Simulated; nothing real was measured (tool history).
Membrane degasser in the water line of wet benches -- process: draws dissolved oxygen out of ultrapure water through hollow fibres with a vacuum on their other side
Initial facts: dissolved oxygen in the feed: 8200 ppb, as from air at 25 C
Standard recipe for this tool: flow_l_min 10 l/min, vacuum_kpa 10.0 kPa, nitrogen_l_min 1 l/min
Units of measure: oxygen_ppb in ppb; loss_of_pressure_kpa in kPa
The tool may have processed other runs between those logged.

run    hour  flow_l_min  vacuum_kpa  nitrogen_l_min  oxygen_ppb  loss_of_pressure_kpa
  1     0.0          10        10.0               1       172.7                 30.67
  2   170.3          15        10.0               1       256.9                 45.37
  3   291.2          13        10.0               1       219.3                 39.70
  4   375.4          10        10.0               1       170.9                 30.52
  5   509.1          10        10.0               1       171.3                 30.46
  6   687.3          10        10.0               1       171.7                 30.46
  7   834.3          10        10.0               1       171.8                 30.44
  8  1000.8          10        10.0               1       169.8                 30.32
     1123.1  -- vacuum gauge calibrated
  9  1132.5          10        10.0               1       174.2                 30.65
     1211.4  -- seals of the vacuum lines changed
 10  1267.4          10        10.0               1       172.5                 30.46
 11  1350.9          10        10.0               1       168.6                 30.86
 12  1445.6          10        10.0               1       171.3                 30.61
 13  1615.3          10        10.0               1       170.6                 30.55
 14  1720.4          10        10.0               1       171.0                 30.49
 15  1874.6          10         6.4               1        88.8                 30.29
 16  2063.4          10         6.4               1        89.8                 30.71

Run 17, settings as shown, results not yet in. Your forecast:
 17  2246.4          10         6.4               1           ?                     ?

Run 17 came out at oxygen_ppb 88.5 ppb, loss_of_pressure_kpa 30.59 kPa.
Minus the tool's unlogged condition, the same run would have read oxygen_ppb 88.3 ppb, loss_of_pressure_kpa 30.55 kPa.
